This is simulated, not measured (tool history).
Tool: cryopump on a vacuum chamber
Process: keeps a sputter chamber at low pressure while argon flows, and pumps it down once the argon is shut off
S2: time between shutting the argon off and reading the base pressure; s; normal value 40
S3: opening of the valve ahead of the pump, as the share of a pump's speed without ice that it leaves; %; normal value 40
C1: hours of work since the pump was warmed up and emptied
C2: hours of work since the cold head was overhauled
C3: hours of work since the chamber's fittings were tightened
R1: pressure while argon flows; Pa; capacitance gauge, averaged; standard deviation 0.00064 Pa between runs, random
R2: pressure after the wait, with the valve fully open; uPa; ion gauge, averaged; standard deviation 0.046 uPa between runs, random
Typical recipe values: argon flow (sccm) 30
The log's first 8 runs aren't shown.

{"run": 9, "hour": 96.6, "argon flow (sccm)": 30, "S2": 40, "S3": 32, "C1": 265, "C2": 608, "C3": 3322, "R1": 0.1356, "R2": 5.1}
{"run": 10, "hour": 110.4, "argon flow (sccm)": 30, "S2": 40, "S3": 40, "C1": 274, "C2": 617, "C3": 3331, "R1": 0.1103, "R2": 4.94}
{"run": 11, "hour": 121.3, "argon flow (sccm)": 30, "S2": 40, "S3": 40, "C1": 281, "C2": 624, "C3": 3338, "R1": 0.1111, "R2": 5.05}
{"run": 12, "hour": 141.4, "argon flow (sccm)": 30, "S2": 40, "S3": 40, "C1": 295, "C2": 638, "C3": 3352, "R1": 0.1117, "R2": 5.06}
{"run": 13, "hour": 153.3, "argon flow (sccm)": 30, "S2": 40, "S3": 40, "C1": 303, "C2": 646, "C3": 3360, "R1": 0.1109, "R2": 5.37}
{"run": 14, "hour": 162.1, "argon flow (sccm)": 30, "S2": 40, "S3": 40, "C1": 309, "C2": 652, "C3": 3366, "R1": 0.1117, "R2": 5.15}
{"run": 15, "hour": 181.1, "argon flow (sccm)": 22, "S2": 40, "S3": 40, "C1": 321, "C2": 664, "C3": 3378, "R1": 0.0825, "R2": 5.18}
{"hour": 195.3, "done": "leaking fittings of the chamber tightened, without venting"}
{"run": 16, "hour": 195.3, "argon flow (sccm)": 30, "S2": 25, "S3": 40, "C1": 330, "C2": 672, "C3": 0, "R1": 0.113, "R2": 4.32}
{"run": 17, "hour": 210.5, "argon flow (sccm)": 30, "S2": 25, "S3": 40, "C1": 340, "C2": 683, "C3": 10, "R1": 0.1144, "R2": 4.41}
{"hour": 216.6, "done": "pump warmed up, emptied and cooled again"}
{"run": 18, "hour": 226.8, "argon flow (sccm)": 17, "S2": 40, "S3": 40, "C1": 7, "C2": 690, "C3": 18, "R1": 0.0573, "R2": 2.8}

Run 19 comes next. What will it give?
{"run": 19, "hour": 236.8, "argon flow (sccm)": 12, "S2": 40, "S3": 41, "C1": 14, "C2": 697, "C3": 24, "R1": "?", "R2": "?"}

Run 19 yielded R1 0.0401 Pa, R2 2.81 uPa.
With no hidden state in the tool, this same run would have given R1 0.0397 Pa, R2 2.73 uPa.
